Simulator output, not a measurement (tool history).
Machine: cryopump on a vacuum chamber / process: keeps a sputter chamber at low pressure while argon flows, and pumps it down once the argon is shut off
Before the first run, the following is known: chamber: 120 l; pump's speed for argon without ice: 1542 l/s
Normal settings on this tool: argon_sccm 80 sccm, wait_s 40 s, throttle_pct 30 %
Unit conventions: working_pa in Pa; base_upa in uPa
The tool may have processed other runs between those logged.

| run | hour | argon_sccm | wait_s | throttle_pct | working_pa | base_upa |
|---|---|---|---|---|---|---|
| 1 | 0.0 | 80 | 40 | 30 | 0.3038 | 2.63 |
| 2 | 22.8 | 80 | 40 | 30 | 0.3054 | 2.48 |
| 3 | 42.3 | 80 | 29 | 30 | 0.3034 | 3.07 |
| 4 | 66.6 | 80 | 29 | 30 | 0.3048 | 3.21 |
| 5 | 83.6 | 45 | 29 | 30 | 0.1724 | 3.17 |
| 6 | 103.5 | 36 | 29 | 30 | 0.1368 | 3.17 |
| 7 | 116.7 | 36 | 29 | 30 | 0.1372 | 3.17 |
| 8 | 138.3 | 36 | 29 | 30 | 0.1383 | 3.14 |
| 9 | 162.6 | 55 | 29 | 30 | 0.2111 | 3.22 |
| 10 | 189.9 | 80 | 40 | 30 | 0.3102 | 2.63 |
|  | 216.0 | leaking fittings of the chamber tightened, without venting |
| 11 | 219.4 | 77 | 40 | 30 | 0.2961 | 1.76 |
| 12 | 238.0 | 80 | 40 | 30 | 0.3108 | 1.80 |
| 13 | 261.9 | 80 | 40 | 30 | 0.3139 | 1.79 |
| 14 | 278.6 | 80 | 40 | 30 | 0.3111 | 1.80 |
| 15 | 305.2 | 80 | 40 | 30 | 0.3123 | 1.78 |
| 16 | 330.1 | 80 | 40 | 30 | 0.3107 | 1.77 |
|  | 350.1 | pump warmed up, emptied and cooled again |
| 17 | 357.5 | 80 | 40 | 30 | 0.2932 | 1.73 |
| 18 | 376.1 | 80 | 40 | 30 | 0.2929 | 1.78 |
| 19 | 405.6 | 33 | 91 | 31 | 0.1176 | 0.88 |
| 20 | 435.4 | 88 | 91 | 27 | 0.3576 | 0.89 |
| 21 | 461.3 | 62 | 40 | 27 | 0.2557 | 1.78 |
| 22 | 483.0 | 62 | 40 | 27 | 0.2552 | 1.73 |
| 23 | 510.8 | 65 | 182 | 27 | 0.2692 | 0.58 |
| 24 | 528.1 | 42 | 73 | 17 | 0.2725 | 1.11 |
| 25 | 554.8 | 42 | 73 | 17 | 0.2743 | 1.12 |
| 26 | 576.6 | 73 | 58 | 43 | 0.1903 | 1.31 |

Expected results for the next run?
| 27 | 595.8 | 60 | 83 | 17 | ? | ? |

Run 27 measured working_pa 0.3922 Pa, base_upa 1.01 uPa.
Were there no unlogged condition in the tool, this run, its random variation unchanged, would have produced working_pa 0.3873 Pa, base_upa 0.91 uPa.

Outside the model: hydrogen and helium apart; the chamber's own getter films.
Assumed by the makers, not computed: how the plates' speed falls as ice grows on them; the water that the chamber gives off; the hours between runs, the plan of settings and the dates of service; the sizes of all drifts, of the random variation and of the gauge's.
